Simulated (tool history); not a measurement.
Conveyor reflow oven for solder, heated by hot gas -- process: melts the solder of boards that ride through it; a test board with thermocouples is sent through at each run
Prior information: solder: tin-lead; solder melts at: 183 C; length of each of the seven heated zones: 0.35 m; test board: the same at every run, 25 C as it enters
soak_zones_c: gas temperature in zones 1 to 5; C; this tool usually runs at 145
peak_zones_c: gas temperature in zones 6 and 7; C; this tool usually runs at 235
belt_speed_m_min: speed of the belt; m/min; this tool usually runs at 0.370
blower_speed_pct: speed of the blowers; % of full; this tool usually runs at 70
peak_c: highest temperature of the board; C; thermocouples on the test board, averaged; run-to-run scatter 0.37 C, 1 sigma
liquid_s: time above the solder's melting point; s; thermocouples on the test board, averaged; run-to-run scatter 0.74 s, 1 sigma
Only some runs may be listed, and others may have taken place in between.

run 1 hour=0.0 | soak_zones_c=145 peak_zones_c=235 belt_speed_m_min=0.370 blower_speed_pct=70 | peak_c=226.5 liquid_s=101.5
run 2 hour=36.9 | soak_zones_c=154 peak_zones_c=235 belt_speed_m_min=0.370 blower_speed_pct=70 | peak_c=226.8 liquid_s=105.7
run 3 hour=64.5 | soak_zones_c=154 peak_zones_c=235 belt_speed_m_min=0.370 blower_speed_pct=70 | peak_c=226.4 liquid_s=106.2
run 4 hour=90.1 | soak_zones_c=154 peak_zones_c=235 belt_speed_m_min=0.370 blower_speed_pct=70 | peak_c=226.1 liquid_s=107.1
run 5 hour=123.2 | soak_zones_c=154 peak_zones_c=235 belt_speed_m_min=0.370 blower_speed_pct=70 | peak_c=225.4 liquid_s=106.3
run 6 hour=168.6 | soak_zones_c=154 peak_zones_c=235 belt_speed_m_min=0.370 blower_speed_pct=70 | peak_c=225.4 liquid_s=107.4
run 7 hour=191.6 | soak_zones_c=154 peak_zones_c=235 belt_speed_m_min=0.370 blower_speed_pct=70 | peak_c=225.2 liquid_s=106.2
run 8 hour=225.0 | soak_zones_c=145 peak_zones_c=235 belt_speed_m_min=0.370 blower_speed_pct=70 | peak_c=224.6 liquid_s=100.5
run 9 hour=263.2 | soak_zones_c=145 peak_zones_c=235 belt_speed_m_min=0.370 blower_speed_pct=70 | peak_c=223.9 liquid_s=101.1
run 10 hour=302.1 | soak_zones_c=134 peak_zones_c=235 belt_speed_m_min=0.370 blower_speed_pct=70 | peak_c=222.7 liquid_s=93.1
run 11 hour=358.9 | soak_zones_c=145 peak_zones_c=229 belt_speed_m_min=0.370 blower_speed_pct=70 | peak_c=219.5 liquid_s=96.3
run 12 hour=398.0 | soak_zones_c=145 peak_zones_c=229 belt_speed_m_min=0.370 blower_speed_pct=70 | peak_c=219.4 liquid_s=96.3
run 13 hour=422.0 | soak_zones_c=145 peak_zones_c=229 belt_speed_m_min=0.370 blower_speed_pct=70 | peak_c=219.9 liquid_s=96.1
run 14 hour=472.9 | soak_zones_c=145 peak_zones_c=235 belt_speed_m_min=0.370 blower_speed_pct=70 | peak_c=225.4 liquid_s=102.3
run 15 hour=501.1 | soak_zones_c=145 peak_zones_c=235 belt_speed_m_min=0.370 blower_speed_pct=70 | peak_c=224.0 liquid_s=101.5
run 16 hour=534.5 | soak_zones_c=153 peak_zones_c=235 belt_speed_m_min=0.303 blower_speed_pct=70 | peak_c=229.2 liquid_s=134.6
run 17 hour=576.2 | soak_zones_c=155 peak_zones_c=246 belt_speed_m_min=0.395 blower_speed_pct=71 | peak_c=235.0 liquid_s=106.7
run 18 hour=608.7 | soak_zones_c=155 peak_zones_c=246 belt_speed_m_min=0.395 blower_speed_pct=71 | peak_c=234.9 liquid_s=107.2
run 19 hour=646.4 | soak_zones_c=155 peak_zones_c=246 belt_speed_m_min=0.395 blower_speed_pct=71 | peak_c=235.6 liquid_s=108.3
run 20 hour=672.5 | soak_zones_c=134 peak_zones_c=245 belt_speed_m_min=0.395 blower_speed_pct=86 | peak_c=233.9 liquid_s=97.9
run 21 hour=698.2 | soak_zones_c=134 peak_zones_c=245 belt_speed_m_min=0.395 blower_speed_pct=86 | peak_c=233.9 liquid_s=97.7
run 22 hour=740.7 | soak_zones_c=145 peak_zones_c=235 belt_speed_m_min=0.370 blower_speed_pct=69 | peak_c=224.0 liquid_s=103.1
run 23 hour=784.6 | soak_zones_c=137 peak_zones_c=235 belt_speed_m_min=0.426 blower_speed_pct=69 | peak_c=220.2 liquid_s=80.3
run 24 hour=821.4 | soak_zones_c=143 peak_zones_c=235 belt_speed_m_min=0.435 blower_speed_pct=56 | peak_c=217.0 liquid_s=75.7
run 25 hour=867.5 | soak_zones_c=143 peak_zones_c=235 belt_speed_m_min=0.435 blower_speed_pct=56 | peak_c=216.8 liquid_s=75.6
run 26 hour=892.5 | soak_zones_c=146 peak_zones_c=235 belt_speed_m_min=0.334 blower_speed_pct=72 | peak_c=228.7 liquid_s=118.4
run 27 hour=930.7 | soak_zones_c=147 peak_zones_c=235 belt_speed_m_min=0.334 blower_speed_pct=72 | peak_c=227.5 liquid_s=113.5
run 28 hour=971.3 | soak_zones_c=147 peak_zones_c=235 belt_speed_m_min=0.334 blower_speed_pct=72 | peak_c=227.7 liquid_s=111.7
run 29 hour=1015.4 | soak_zones_c=147 peak_zones_c=235 belt_speed_m_min=0.334 blower_speed_pct=72 | peak_c=227.4 liquid_s=111.4
run 30 hour=1056.1 | soak_zones_c=131 peak_zones_c=228 belt_speed_m_min=0.379 blower_speed_pct=69 | peak_c=214.7 liquid_s=77.0

Removed from this log: 5 entries logged between the listed runs. Between which two listed runs does each belong, and how does the tool's hidden state at the listed run before it compare with that at the listed run after it?
Logged between run 2 and run 3: thermocouples of zones 6 and 7 changed (hour 58.0)
  heat that the gas passes to the board, % of a clean oven's: 97.8 -> 97.4; belt's true speed, % of the reading: 97.4 -> 97.37; true gas temperature in zones 6 and 7 over the reading, C: 1.82 -> 0.36
  the result without the hidden state subtracted from the measured one, peak_c: +1.9 -> +0.5 C; liquid_s: +4.2 -> +3.2 s
Logged between run 10 and run 11: flux residue cleaned out of gas plates and filters (hour 322.8)
  heat that the gas passes to the board, % of a clean oven's: 94.1 -> 98.5; belt's true speed, % of the reading: 97.11 -> 97.04; true gas temperature in zones 6 and 7 over the reading, C: 0.57 -> 0.61
  the result without the hidden state subtracted from the measured one, peak_c: +0.2 -> +1.0 C; liquid_s: +2.8 -> +4.0 s
Logged between run 18 and run 19: belt drive overhauled, speed set with a stopwatch (hour 616.6)
  heat that the gas passes to the board, % of a clean oven's: 94.9 -> 94.4; belt's true speed, % of the reading: 96.76 -> 95.94; true gas temperature in zones 6 and 7 over the reading, C: 0.82 -> 0.84
  the result without the hidden state subtracted from the measured one, peak_c: +0.7 -> +0.9 C; liquid_s: +3.9 -> +5.0 s
Logged between run 22 and run 23: flux residue cleaned out of gas plates and filters (hour 748.4)
  heat that the gas passes to the board, % of a clean oven's: 93.1 -> 99.1; belt's true speed, % of the reading: 95.83 -> 95.79; true gas temperature in zones 6 and 7 over the reading, C: 0.92 -> 0.96
  the result without the hidden state subtracted from the measured one, peak_c: +0.7 -> +2.0 C; liquid_s: +5.0 -> +5.6 s
Logged between run 26 and run 27: belt drive overhauled, speed set with a stopwatch, once more (hour 915.6)
  heat that the gas passes to the board, % of a clean oven's: 97.5 -> 97; belt's true speed, % of the reading: 95.67 -> 99.92; true gas temperature in zones 6 and 7 over the reading, C: 1.05 -> 1.08
  the result without the hidden state subtracted from the measured one, peak_c: +1.6 -> +0.6 C; liquid_s: +6.5 -> +0.5 s
